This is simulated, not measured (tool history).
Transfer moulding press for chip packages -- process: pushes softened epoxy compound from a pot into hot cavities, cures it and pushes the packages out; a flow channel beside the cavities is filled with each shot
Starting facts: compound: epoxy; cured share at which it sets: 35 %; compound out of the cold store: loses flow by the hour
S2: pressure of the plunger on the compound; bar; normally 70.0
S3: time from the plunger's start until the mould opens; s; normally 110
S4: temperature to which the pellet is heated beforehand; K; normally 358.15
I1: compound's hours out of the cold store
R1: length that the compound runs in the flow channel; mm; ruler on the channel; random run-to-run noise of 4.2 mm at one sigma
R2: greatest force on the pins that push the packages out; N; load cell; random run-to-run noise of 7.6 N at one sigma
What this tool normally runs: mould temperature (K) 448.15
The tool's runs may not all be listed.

{"run": 1, "hour": 0.0, "mould temperature (K)": 448.15, "S2": 70.0, "S3": 110, "S4": 358.15, "I1": 10.9, "R1": 898, "R2": 498}
{"hour": 5.4, "done": "cavities cleaned with cleaning compound and waxed"}
{"run": 2, "hour": 6.6, "mould temperature (K)": 448.15, "S2": 70.0, "S3": 110, "S4": 358.15, "I1": 14.2, "R1": 890, "R2": 325}
{"run": 3, "hour": 15.3, "mould temperature (K)": 448.15, "S2": 70.0, "S3": 110, "S4": 366.15, "I1": 13.2, "R1": 891, "R2": 356}
{"run": 4, "hour": 19.9, "mould temperature (K)": 448.15, "S2": 70.0, "S3": 110, "S4": 366.15, "I1": 20.5, "R1": 865, "R2": 376}
{"run": 5, "hour": 24.9, "mould temperature (K)": 448.15, "S2": 70.0, "S3": 110, "S4": 366.15, "I1": 19.7, "R1": 865, "R2": 379}
{"run": 6, "hour": 33.4, "mould temperature (K)": 448.15, "S2": 70.0, "S3": 110, "S4": 366.15, "I1": 15.0, "R1": 876, "R2": 408}
{"run": 7, "hour": 42.5, "mould temperature (K)": 448.15, "S2": 70.0, "S3": 110, "S4": 358.15, "I1": 31.5, "R1": 833, "R2": 426}
{"run": 8, "hour": 51.5, "mould temperature (K)": 448.15, "S2": 70.0, "S3": 110, "S4": 363.15, "I1": 41.0, "R1": 800, "R2": 419}
{"run": 9, "hour": 59.8, "mould temperature (K)": 448.15, "S2": 70.0, "S3": 110, "S4": 363.15, "I1": 43.8, "R1": 798, "R2": 453}
{"run": 10, "hour": 68.8, "mould temperature (K)": 448.15, "S2": 69.9, "S3": 110, "S4": 363.15, "I1": 16.6, "R1": 864, "R2": 459}
{"run": 11, "hour": 73.5, "mould temperature (K)": 448.15, "S2": 69.9, "S3": 110, "S4": 363.15, "I1": 47.9, "R1": 778, "R2": 468}
{"hour": 77.2, "done": "plunger's sealing rings changed"}
{"run": 12, "hour": 85.7, "mould temperature (K)": 448.15, "S2": 70.0, "S3": 110, "S4": 360.15, "I1": 37.0, "R1": 843, "R2": 479}
{"run": 13, "hour": 90.3, "mould temperature (K)": 448.15, "S2": 70.0, "S3": 110, "S4": 360.15, "I1": 10.2, "R1": 918, "R2": 502}
{"hour": 95.2, "done": "cavities cleaned with cleaning compound and waxed"}
{"run": 14, "hour": 99.1, "mould temperature (K)": 448.15, "S2": 86.3, "S3": 110, "S4": 358.15, "I1": 37.2, "R1": 937, "R2": 339}
{"run": 15, "hour": 107.4, "mould temperature (K)": 448.15, "S2": 74.3, "S3": 110, "S4": 350.15, "I1": 20.7, "R1": 918, "R2": 348}
{"run": 16, "hour": 114.8, "mould temperature (K)": 448.15, "S2": 66.7, "S3": 110, "S4": 366.15, "I1": 47.1, "R1": 798, "R2": 355}
{"run": 17, "hour": 118.9, "mould temperature (K)": 448.15, "S2": 66.7, "S3": 110, "S4": 366.15, "I1": 35.7, "R1": 819, "R2": 378}
{"run": 18, "hour": 125.6, "mould temperature (K)": 443.15, "S2": 66.7, "S3": 104, "S4": 351.15, "I1": 32.9, "R1": 862, "R2": 557}
{"run": 19, "hour": 133.5, "mould temperature (K)": 442.15, "S2": 54.6, "S3": 110, "S4": 358.15, "I1": 42.1, "R1": 751, "R2": 551}
{"run": 20, "hour": 142.6, "mould temperature (K)": 454.15, "S2": 59.4, "S3": 114, "S4": 366.15, "I1": 16.2, "R1": 798, "R2": 391}
{"run": 21, "hour": 147.5, "mould temperature (K)": 454.15, "S2": 79.0, "S3": 114, "S4": 363.15, "I1": 38.7, "R1": 860, "R2": 401}
{"run": 22, "hour": 154.5, "mould temperature (K)": 454.15, "S2": 79.0, "S3": 114, "S4": 363.15, "I1": 33.5, "R1": 875, "R2": 393}
{"run": 23, "hour": 159.9, "mould temperature (K)": 454.15, "S2": 79.0, "S3": 114, "S4": 363.15, "I1": 28.3, "R1": 891, "R2": 418}
{"run": 24, "hour": 166.4, "mould temperature (K)": 448.15, "S2": 69.6, "S3": 116, "S4": 358.15, "I1": 35.3, "R1": 841, "R2": 447}
{"run": 25, "hour": 174.3, "mould temperature (K)": 453.15, "S2": 77.7, "S3": 131, "S4": 359.15, "I1": 15.2, "R1": 921, "R2": 417}
{"run": 26, "hour": 178.7, "mould temperature (K)": 448.15, "S2": 70.0, "S3": 141, "S4": 354.15, "I1": 10.6, "R1": 921, "R2": 425}
{"hour": 182.5, "done": "cavities cleaned with cleaning compound and waxed"}
{"run": 27, "hour": 186.3, "mould temperature (K)": 448.15, "S2": 65.4, "S3": 105, "S4": 358.15, "I1": 32.3, "R1": 820, "R2": 350}
{"run": 28, "hour": 194.9, "mould temperature (K)": 448.15, "S2": 65.4, "S3": 105, "S4": 358.15, "I1": 10.4, "R1": 886, "R2": 369}

Pick out some run-to-run changes in R1. Of each, how much would a tool without hidden state show as well, from the settings, what came in and chance, and how much is left for the hidden state and any gauge scatter not in both results compared?
Unlogged tool condition in this case: true mould temperature over the reading, C; pressure that reaches the compound, % of what is set; grip of the stained cavities, % over clean ones'; drift of the gauge itself on flow_mm, %; drift of the gauge itself on push_out_n, %.
Run 9 -> 10: S2 70.0 -> 69.9. R1 +66 mm: hidden state -3, all else +69.
Run 11 -> 12: S2 69.9 -> 70.0, S4 363.15 -> 360.15, plunger's sealing rings changed. R1 +65 mm: hidden state +28, all else +37.
Run 15 -> 16: S2 74.3 -> 66.7, S4 350.15 -> 366.15. R1 -120 mm: hidden state +1, all else -121.
Run 18 -> 19: mould temperature (K) 443.15 -> 442.15, S2 66.7 -> 54.6, S3 104 -> 110, S4 351.15 -> 358.15. R1 -111 mm: hidden state +1, all else -112.
